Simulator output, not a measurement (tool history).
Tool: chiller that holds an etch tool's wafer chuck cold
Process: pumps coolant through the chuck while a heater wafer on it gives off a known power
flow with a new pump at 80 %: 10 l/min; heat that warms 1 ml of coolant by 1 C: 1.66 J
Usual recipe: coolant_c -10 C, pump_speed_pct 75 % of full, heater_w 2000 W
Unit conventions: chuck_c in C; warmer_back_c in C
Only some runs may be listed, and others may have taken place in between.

{"run": 1, "hour": 0.0, "coolant_c": -10, "pump_speed_pct": 75, "heater_w": 2000, "chuck_c": 11.7, "warmer_back_c": 7.78}
{"run": 2, "hour": 60.1, "coolant_c": -13, "pump_speed_pct": 75, "heater_w": 2000, "chuck_c": 8.9, "warmer_back_c": 7.66}
{"run": 3, "hour": 125.2, "coolant_c": -10, "pump_speed_pct": 75, "heater_w": 2120, "chuck_c": 13.3, "warmer_back_c": 8.18}
{"run": 4, "hour": 190.1, "coolant_c": -10, "pump_speed_pct": 91, "heater_w": 2000, "chuck_c": 8.3, "warmer_back_c": 6.22}
{"run": 5, "hour": 259.5, "coolant_c": -10, "pump_speed_pct": 91, "heater_w": 2000, "chuck_c": 8.4, "warmer_back_c": 6.18}
{"run": 6, "hour": 307.0, "coolant_c": -10, "pump_speed_pct": 77, "heater_w": 2000, "chuck_c": 11.3, "warmer_back_c": 7.4}

The next listed run, before its measurement:
{"run": 7, "hour": 358.2, "coolant_c": -10, "pump_speed_pct": 75, "heater_w": 2000, "chuck_c": "?", "warmer_back_c": "?"}

chuck_c: 11.9 C
warmer_back_c: 7.55 C
With the hidden condition absent and the run-to-run variation left alone, this run would have shown chuck_c 11.8 C, warmer_back_c 7.76 C.
